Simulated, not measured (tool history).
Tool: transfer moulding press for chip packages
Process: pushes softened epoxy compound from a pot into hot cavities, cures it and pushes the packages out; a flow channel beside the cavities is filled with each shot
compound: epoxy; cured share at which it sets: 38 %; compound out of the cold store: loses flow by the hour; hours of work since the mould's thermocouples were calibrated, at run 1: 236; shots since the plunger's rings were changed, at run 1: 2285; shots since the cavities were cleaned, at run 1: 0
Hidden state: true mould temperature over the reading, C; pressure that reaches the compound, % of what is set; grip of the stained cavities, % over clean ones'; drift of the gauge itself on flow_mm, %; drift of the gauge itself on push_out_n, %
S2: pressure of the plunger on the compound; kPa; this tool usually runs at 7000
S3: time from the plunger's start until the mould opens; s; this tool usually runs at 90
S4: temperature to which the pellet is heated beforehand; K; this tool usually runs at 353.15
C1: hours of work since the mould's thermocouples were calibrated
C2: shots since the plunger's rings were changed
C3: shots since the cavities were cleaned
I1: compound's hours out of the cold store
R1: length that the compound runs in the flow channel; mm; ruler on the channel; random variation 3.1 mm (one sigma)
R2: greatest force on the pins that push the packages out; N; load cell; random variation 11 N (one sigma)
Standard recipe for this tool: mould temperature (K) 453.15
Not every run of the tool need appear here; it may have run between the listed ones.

Run 1, hour 0: usual settings; C1 236; C2 2285; C3 0; I1 37.3. Result: R1 863 mm, R2 573 N.
Run 2, hour 11.1: usual settings but mould temperature (K) 459.15; C1 241; C2 2398; C3 113; I1 10.4. Result: R1 903 mm, R2 509 N.
Run 3, hour 19.5: usual settings but S4 356.15 K; C1 245; C2 2483; C3 198; I1 29.8. Result: R1 874 mm, R2 760 N.
Run 4, hour 31.3: usual settings; C1 251; C2 2603; C3 318; I1 43.9. Result: R1 844 mm, R2 765 N.
Run 5, hour 42.5: usual settings; C1 256; C2 2717; C3 432; I1 27.6. Result: R1 877 mm, R2 879 N.
At hour 49.9: cavities cleaned with cleaning compound and waxed.
Run 6, hour 58: usual settings; C1 263; C2 2858; C3 82; I1 20.3. Result: R1 899 mm, R2 975 N.
Run 7, hour 68: usual settings; C1 268; C2 2960; C3 184; I1 29. Result: R1 870 mm, R2 982 N.
At hour 75.7: cavities cleaned with cleaning compound and waxed, once more.
Run 8, hour 82.5: usual settings; C1 275; C2 3092; C3 69; I1 23.2. Result: R1 886 mm, R2 623 N.
Run 9, hour 92.2: usual settings but S3 88 s; C1 279; C2 3191; C3 168; I1 16.5. Result: R1 895 mm, R2 740 N.
Run 10, hour 104.1: usual settings but S3 70 s; C1 285; C2 3311; C3 288; I1 45.4. Result: R1 830 mm, R2 1323 N.
Run 11, hour 110.8: usual settings but S3 70 s; C1 289; C2 3379; C3 356; I1 26.1. Result: R1 871 mm, R2 1508 N.
Run 12, hour 122.2: usual settings but S3 70 s; C1 294; C2 3495; C3 472; I1 13.6. Result: R1 904 mm, R2 1585 N.
At hour 125.5: cavities cleaned with cleaning compound and waxed.
At hour 136.2: plunger's sealing rings changed.
Run 13, hour 136.9: usual settings but S3 70 s; C1 300; C2 8; C3 91; I1 24. Result: R1 918 mm, R2 1203 N.
Run 14, hour 147.8: usual settings but S3 70 s; C1 305; C2 118; C3 201; I1 47.7. Result: R1 858 mm, R2 1264 N.
Run 15, hour 156.3: usual settings but S3 70 s; C1 309; C2 204; C3 287; I1 46.8. Result: R1 861 mm, R2 1409 N.
Run 16, hour 169.8: usual settings but S3 70 s; C1 316; C2 341; C3 424; I1 47.7. Result: R1 857 mm, R2 1458 N.
At hour 178.2: cavities cleaned with cleaning compound and waxed.
Run 17, hour 178.9: usual settings but mould temperature (K) 448.15, S4 354.15 K; C1 319; C2 418; C3 7; I1 40.9. Result: R1 889 mm, R2 790 N.
Run 18, hour 190.8: usual settings but S2 7320 kPa, S3 129 s; C1 325; C2 538; C3 127; I1 21.8. Result: R1 933 mm, R2 470 N.
Run 19, hour 203.6: usual settings but mould temperature (K) 445.15, S2 6920 kPa, S3 74 s, S4 361.15 K; C1 332; C2 669; C3 258; I1 29.8. Result: R1 922 mm, R2 1995 N.
Run 20, hour 219.2: usual settings but mould temperature (K) 445.15, S2 6920 kPa, S3 74 s, S4 361.15 K; C1 339; C2 827; C3 416; I1 43.2. Result: R1 888 mm, R2 2088 N.
At hour 228.4: cavities cleaned with cleaning compound and waxed.
Run 21, hour 230.3: usual settings but mould temperature (K) 454.15, S2 5450 kPa, S3 73 s; C1 344; C2 924; C3 19; I1 10.5. Result: R1 824 mm, R2 919 N.
Run 22, hour 239.6: usual settings but mould temperature (K) 446.15, S2 7550 kPa, S3 73 s, S4 351.15 K; C1 349; C2 1019; C3 114; I1 39.7. Result: R1 925 mm, R2 1636 N.
Run 23, hour 249.4: usual settings but mould temperature (K) 446.15, S2 6270 kPa, S3 79 s, S4 352.15 K; C1 353; C2 1119; C3 214; I1 15.8. Result: R1 894 mm, R2 1701 N.
Run 24, hour 255.9: usual settings but S3 91 s; C1 357; C2 1184; C3 279; I1 28.8. Result: R1 893 mm, R2 787 N.
Run 25, hour 270.2: usual settings but mould temperature (K) 461.15, S4 349.15 K; C1 364; C2 1329; C3 424; I1 39. Result: R1 848 mm, R2 621 N.
At hour 278.9: cavities cleaned with cleaning compound and waxed.
Run 26, hour 282.9: usual settings but mould temperature (K) 461.15, S4 349.15 K; C1 369; C2 1442; C3 40; I1 46.2. Result: R1 827 mm, R2 427 N.
Run 27, hour 290.5: usual settings but mould temperature (K) 449.15, S3 78 s, S4 349.15 K; C1 373; C2 1520; C3 118; I1 34.4. Result: R1 884 mm, R2 1214 N.
Run 28, hour 298.2: usual settings but mould temperature (K) 449.15, S3 121 s, S4 346.15 K; C1 377; C2 1598; C3 196; I1 8.4. Result: R1 951 mm, R2 590 N.
Run 29, hour 307.4: usual settings but S2 5700 kPa; C1 381; C2 1691; C3 289; I1 28.4. Result: R1 803 mm, R2 775 N.

Below are 3 alternative next runs, each starting from the tool's condition after run 29. Predict each:
Run A, hour 322.8: usual settings but mould temperature (K) 457.15, S2 5350 kPa, S3 80 s; C1 389; C2 1847; C3 445; I1 43.3. Result: R1 ?, R2 ?.
Run B, hour 322.8: usual settings but S2 5490 kPa, S4 358.15 K; C1 389; C2 1847; C3 445; I1 13.2. Result: R1 ?, R2 ?.
Run C, hour 322.8: usual settings but mould temperature (K) 447.15, S2 8750 kPa, S4 355.15 K; C1 389; C2 1847; C3 445; I1 37.8. Result: R1 ?, R2 ?.

run   R1    R2
  A  735   810
  B  815   886
  C  991  1332
Without the tool's unlogged condition, the same runs would have read:
run    R1   R2
  A   752  488
  B   834  531
  C  1014  797
